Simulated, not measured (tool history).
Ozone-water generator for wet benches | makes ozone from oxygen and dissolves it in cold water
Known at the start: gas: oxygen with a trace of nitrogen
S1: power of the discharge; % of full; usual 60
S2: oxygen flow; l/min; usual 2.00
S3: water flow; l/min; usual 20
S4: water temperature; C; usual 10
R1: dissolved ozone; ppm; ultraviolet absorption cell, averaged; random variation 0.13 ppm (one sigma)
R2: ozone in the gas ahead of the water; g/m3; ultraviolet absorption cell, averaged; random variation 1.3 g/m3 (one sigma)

run	hour	S1	S2	S3	S4	R1	R2
1	0.0	60	2.00	20	10	14.3	231.5
2	73.9	60	2.00	20	10	14.5	230.3
3	118.8	60	2.00	20	10	14.5	230.5
4	160.0	60	2.00	20	10	14.4	231.2
5	234.6	60	2.00	20	10	14.2	230.5
6	292.5	60	1.05	20	10	10.3	290.5
7	368.7	60	1.05	20	10	10.3	289.3
8	430.1	60	1.05	20	10	10.3	285.9
9	491.9	60	1.05	20	10	10.1	288.8
10	550.3	60	1.17	20	10	10.9	277.7
# hour 559.9: contactor cleaned
11	636.7	60	1.17	20	8	10.8	273.7
12	675.6	60	2.00	20	10	13.7	229.4
13	708.9	60	2.00	20	10	13.9	229.7
14	782.8	60	1.80	20	10	13.1	239.2
15	828.4	60	3.27	20	10	17.1	192.9
16	895.2	60	3.27	20	10	17.0	189.4
# hour 903.9: contactor cleaned, once more
17	954.7	60	2.00	20	10	14.3	228.0
18	1015.9	60	2.00	20	10	14.4	227.9
19	1062.9	60	3.44	20	17	16.4	188.9
20	1102.7	60	3.44	20	17	16.7	187.9
21	1166.4	60	2.58	20	9	16.0	209.5
22	1226.7	60	2.58	20	9	16.1	208.7
23	1289.2	41	3.14	15	10	16.8	145.6
24	1327.3	60	1.06	20	7	10.5	281.7
25	1396.1	60	1.06	20	7	10.6	282.4
26	1431.5	66	1.01	19	18	11.1	308.6
27	1513.2	66	1.01	32	18	6.3	309.5
28	1567.7	47	2.00	20	5	12.2	187.9
29	1632.1	60	2.00	20	10	14.2	225.5
30	1693.2	68	2.95	20	11	18.3	215.6
31	1744.3	57	2.95	20	11	15.7	190.9
32	1826.5	49	1.02	26	14	6.4	243.2
33	1866.8	49	1.02	26	14	6.4	243.6
34	1923.4	96	2.00	20	10	19.9	319.7

3 ways to go on from here, each from the tool as it stands after run 34. What would each give?
A	1969.9	51	2.00	12	7	?	?
B	1969.9	63	2.00	20	10	?	?
C	1969.9	59	1.17	20	6	?	?

run	R1	R2
A	20.7	198.9
B	14.6	235.0
C	10.8	269.7
Without the tool's hidden state the same runs would have given:
run	R1	R2
A	22.0	209.3
B	15.8	250.0
C	11.6	285.9

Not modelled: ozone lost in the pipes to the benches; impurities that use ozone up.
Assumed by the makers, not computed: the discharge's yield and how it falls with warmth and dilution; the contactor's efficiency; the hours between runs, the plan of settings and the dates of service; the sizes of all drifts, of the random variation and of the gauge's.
